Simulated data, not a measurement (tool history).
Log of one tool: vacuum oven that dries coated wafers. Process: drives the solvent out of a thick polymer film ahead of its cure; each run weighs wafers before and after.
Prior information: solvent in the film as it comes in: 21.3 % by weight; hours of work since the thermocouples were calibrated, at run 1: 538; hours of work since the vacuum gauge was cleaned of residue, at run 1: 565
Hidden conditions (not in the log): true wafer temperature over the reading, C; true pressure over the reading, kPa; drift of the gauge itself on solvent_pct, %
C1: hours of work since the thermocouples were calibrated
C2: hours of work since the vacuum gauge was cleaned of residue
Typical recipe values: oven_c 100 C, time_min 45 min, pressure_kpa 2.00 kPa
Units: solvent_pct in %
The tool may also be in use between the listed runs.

run 1 hour=0.0 | oven_c=100 time_min=45 pressure_kpa=2.00 | C1=538 C2=565 | solvent_pct=3.25
run 2 hour=15.3 | oven_c=100 time_min=45 pressure_kpa=2.00 | C1=548 C2=575 | solvent_pct=3.21
run 3 hour=36.9 | oven_c=100 time_min=45 pressure_kpa=2.00 | C1=562 C2=589 | solvent_pct=3.34
run 4 hour=53.3 | oven_c=100 time_min=45 pressure_kpa=1.50 | C1=572 C2=599 | solvent_pct=2.78
run 5 hour=78.1 | oven_c=100 time_min=45 pressure_kpa=1.50 | C1=588 C2=615 | solvent_pct=2.81
run 6 hour=92.8 | oven_c=100 time_min=45 pressure_kpa=1.50 | C1=598 C2=625 | solvent_pct=2.76
run 7 hour=107.3 | oven_c=100 time_min=45 pressure_kpa=1.50 | C1=607 C2=634 | solvent_pct=2.72
run 8 hour=131.4 | oven_c=100 time_min=45 pressure_kpa=1.50 | C1=623 C2=650 | solvent_pct=2.76
run 9 hour=155.2 | oven_c=92 time_min=45 pressure_kpa=2.00 | C1=638 C2=665 | solvent_pct=5.87
run 10 hour=170.2 | oven_c=112 time_min=45 pressure_kpa=2.00 | C1=648 C2=675 | solvent_pct=1.66
run 11 hour=187.3 | oven_c=114 time_min=30 pressure_kpa=4.39 | C1=659 C2=686 | solvent_pct=3.46
run 12 hour=205.8 | oven_c=100 time_min=58 pressure_kpa=7.10 | C1=671 C2=698 | solvent_pct=8.70
run 13 hour=224.6 | oven_c=100 time_min=58 pressure_kpa=7.10 | C1=683 C2=710 | solvent_pct=8.79
run 14 hour=250.3 | oven_c=100 time_min=40 pressure_kpa=5.07 | C1=700 C2=727 | solvent_pct=7.13
run 15 hour=265.8 | oven_c=100 time_min=40 pressure_kpa=5.07 | C1=710 C2=737 | solvent_pct=7.19

Consider 4 possible next runs. They are alternatives, not a sequence: every one starts from the tool as it was left by run 15. What does each give?
run A hour=281.6 | oven_c=100 time_min=45 pressure_kpa=3.71 | C1=720 C2=747 | solvent_pct=?
run B hour=281.6 | oven_c=100 time_min=76 pressure_kpa=5.49 | C1=720 C2=747 | solvent_pct=?
run C hour=281.6 | oven_c=111 time_min=27 pressure_kpa=1.27 | C1=720 C2=747 | solvent_pct=?
run D hour=281.6 | oven_c=90 time_min=63 pressure_kpa=4.86 | C1=720 C2=747 | solvent_pct=?

run=A solvent_pct=5.34
run=B solvent_pct=6.73
run=C solvent_pct=1.59
run=D solvent_pct=9.95
With the hidden condition removed and each run's random variation left untouched, the same runs would have given:
run=A solvent_pct=4.82
run=B solvent_pct=6.24
run=C solvent_pct=1.32
run=D solvent_pct=9.13

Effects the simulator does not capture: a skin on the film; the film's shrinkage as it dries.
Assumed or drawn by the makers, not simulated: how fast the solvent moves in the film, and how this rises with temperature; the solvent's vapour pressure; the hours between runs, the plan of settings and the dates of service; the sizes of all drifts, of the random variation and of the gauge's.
